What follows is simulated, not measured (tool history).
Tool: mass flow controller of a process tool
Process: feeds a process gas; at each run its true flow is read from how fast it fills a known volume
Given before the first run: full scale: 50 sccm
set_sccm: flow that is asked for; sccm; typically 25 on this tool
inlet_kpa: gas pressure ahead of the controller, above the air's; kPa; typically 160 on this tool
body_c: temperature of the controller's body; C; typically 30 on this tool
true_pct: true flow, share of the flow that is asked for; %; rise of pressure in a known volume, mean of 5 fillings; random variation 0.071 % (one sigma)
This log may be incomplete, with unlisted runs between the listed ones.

run 1 hour=0 | set_sccm=25 inlet_kpa=160 body_c=30 | true_pct=99.51
run 2 hour=224.8 | set_sccm=25 inlet_kpa=160 body_c=29 | true_pct=99.42
run 3 hour=475 | set_sccm=18 inlet_kpa=160 body_c=30 | true_pct=99.27
run 4 hour=631 | set_sccm=18 inlet_kpa=160 body_c=30 | true_pct=99.27
run 5 hour=879.7 | set_sccm=18 inlet_kpa=160 body_c=30 | true_pct=99.29
run 6 hour=1171.9 | set_sccm=7 inlet_kpa=160 body_c=30 | true_pct=98.77
run 7 hour=1350.8 | set_sccm=14 inlet_kpa=160 body_c=30 | true_pct=99.09
run 8 hour=1610.3 | set_sccm=25 inlet_kpa=160 body_c=30 | true_pct=99.51
run 9 hour=1978.7 | set_sccm=25 inlet_kpa=160 body_c=30 | true_pct=99.41
run 10 hour=2285 | set_sccm=25 inlet_kpa=263 body_c=30 | true_pct=99.24
run 11 hour=2513 | set_sccm=26 inlet_kpa=263 body_c=30 | true_pct=99.23
run 12 hour=2677.2 | set_sccm=29 inlet_kpa=160 body_c=30 | true_pct=99.81
run 13 hour=2979.2 | set_sccm=25 inlet_kpa=204 body_c=30 | true_pct=99.56
run 14 hour=3320.4 | set_sccm=20 inlet_kpa=160 body_c=30 | true_pct=99.47
run 15 hour=3497.3 | set_sccm=13 inlet_kpa=232 body_c=23 | true_pct=98.47
run 16 hour=3739.7 | set_sccm=13 inlet_kpa=232 body_c=23 | true_pct=98.51
run 17 hour=4000.3 | set_sccm=12 inlet_kpa=185 body_c=26 | true_pct=98.92
run 18 hour=4206.3 | set_sccm=50 inlet_kpa=248 body_c=26 | true_pct=100.02
run 19 hour=4466.1 | set_sccm=50 inlet_kpa=225 body_c=26 | true_pct=100.28
run 20 hour=4746.2 | set_sccm=12 inlet_kpa=140 body_c=36 | true_pct=99.75

Branching from run 20: 5 alternative next runs. What would each branch give?
run A hour=5010.1 | set_sccm=17 inlet_kpa=225 body_c=23 | true_pct=?
run B hour=5010.1 | set_sccm=21 inlet_kpa=238 body_c=30 | true_pct=?
run C hour=5010.1 | set_sccm=45 inlet_kpa=272 body_c=36 | true_pct=?
run D hour=5010.1 | set_sccm=19 inlet_kpa=276 body_c=25 | true_pct=?
run E hour=5010.1 | set_sccm=25 inlet_kpa=160 body_c=36 | true_pct=?

run=A true_pct=98.69
run=B true_pct=99.42
run=C true_pct=100.47
run=D true_pct=98.78
run=E true_pct=100.19
Had the tool no hidden state, the same runs would have come out as:
run=A true_pct=98.4
run=B true_pct=99.13
run=C true_pct=100.17
run=D true_pct=98.49
run=E true_pct=99.89
